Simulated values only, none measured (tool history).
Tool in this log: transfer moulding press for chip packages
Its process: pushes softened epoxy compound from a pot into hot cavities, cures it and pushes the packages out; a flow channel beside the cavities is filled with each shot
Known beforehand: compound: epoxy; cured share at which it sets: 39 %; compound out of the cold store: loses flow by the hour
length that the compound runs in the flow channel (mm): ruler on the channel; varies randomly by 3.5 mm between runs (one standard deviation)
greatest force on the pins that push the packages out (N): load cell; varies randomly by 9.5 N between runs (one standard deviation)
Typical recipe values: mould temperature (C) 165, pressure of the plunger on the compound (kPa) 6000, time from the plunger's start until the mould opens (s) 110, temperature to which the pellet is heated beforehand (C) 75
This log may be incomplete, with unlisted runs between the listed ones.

run     day  mould temperature (C)  pressure of the plunger on the compound (kPa)  time from the plunger's start until the mould opens (s)  temperature to which the pellet is heated beforehand (C)  incoming compound's hours out of the cold store  length that the compound runs in the flow channel (mm)  greatest force on the pins that push the packages out (N)
  1   0.000                    165                                           6000                                                      110                                                        75                                             25.1                                                     673                                                        644
  2   0.612                    165                                           6000                                                      136                                                        75                                             33.3                                                     649                                                        603
  3   1.050                    165                                           6000                                                      110                                                        75                                             22.7                                                     678                                                        747
      1.496  -- cavities cleaned with cleaning compound and waxed
  4   1.621                    165                                           6000                                                      110                                                        75                                             28.3                                                     661                                                        905
  5   2.050                    165                                           5590                                                      110                                                        75                                             31.9                                                     627                                                        861
  6   2.488                    165                                           5590                                                      110                                                        75                                             18.6                                                     666                                                        888
  7   3.067                    165                                           6000                                                      147                                                        75                                             19.4                                                     689                                                        752
  8   3.438                    165                                           6000                                                      110                                                        75                                             35.4                                                     636                                                        865
  9   3.921                    165                                           6000                                                      110                                                        75                                             41.4                                                     622                                                        811
 10   4.408                    165                                           7410                                                      110                                                        75                                             45.4                                                     673                                                        822
      5.054  -- cavities cleaned with cleaning compound and waxed
 11   5.054                    165                                           7410                                                      110                                                        79                                             20.5                                                     750                                                        405
 12   5.454                    170                                           7470                                                       90                                                        77                                             44.5                                                     660                                                        478
      5.892  -- cavities cleaned with cleaning compound and waxed, once more
 13   6.396                    169                                           5730                                                      113                                                        65                                             23.8                                                     635                                                        435
 14   6.967                    169                                           5730                                                      113                                                        65                                             31.5                                                     608                                                        485
 15   7.504                    169                                           4520                                                      113                                                        73                                             36.0                                                     533                                                        547
 16   8.183                    169                                           4520                                                      113                                                        73                                             34.9                                                     533                                                        588
 17   9.038                    168                                           6160                                                      149                                                        72                                             25.4                                                     651                                                        619
      9.438  -- cavities cleaned with cleaning compound and waxed
 18   9.558                    163                                           6480                                                      131                                                        75                                             37.2                                                     649                                                        369
      9.962  -- plunger's sealing rings changed
 19  10.221                    161                                           6480                                                      131                                                        75                                             45.8                                                     654                                                        489
 20  11.029                    161                                           6480                                                      131                                                        75                                             13.9                                                     743                                                        631
 21  11.871                    162                                           5570                                                       91                                                        82                                             13.0                                                     684                                                       1181

What if the next run were any one of these 5? Each begins from the tool's condition after run 21:
  A  12.567                    158                                           5570                                                      127                                                        85                                             15.6                                                       ?                                                          ?
  B  12.567                    158                                           5570                                                       91                                                        82                                             15.9                                                       ?                                                          ?
  C  12.567                    162                                           5570                                                       91                                                        66                                             37.8                                                       ?                                                          ?
  D  12.567                    162                                           5570                                                       91                                                        74                                             41.1                                                       ?                                                          ?
  E  12.567                    165                                           6000                                                      100                                                        75                                             42.5                                                       ?                                                          ?

run  length that the compound runs in the flow channel (mm)  greatest force on the pins that push the packages out (N)
  A                                                     694                                                        848
  B                                                     694                                                       1709
  C                                                     616                                                       1171
  D                                                     606                                                       1125
  E                                                     615                                                        793
Take away the tool's hidden state, keep each run's random variation, and the runs would have read:
run  length that the compound runs in the flow channel (mm)  greatest force on the pins that push the packages out (N)
  A                                                     707                                                        505
  B                                                     707                                                       1025
  C                                                     627                                                        706
  D                                                     617                                                        677
  E                                                     626                                                        471
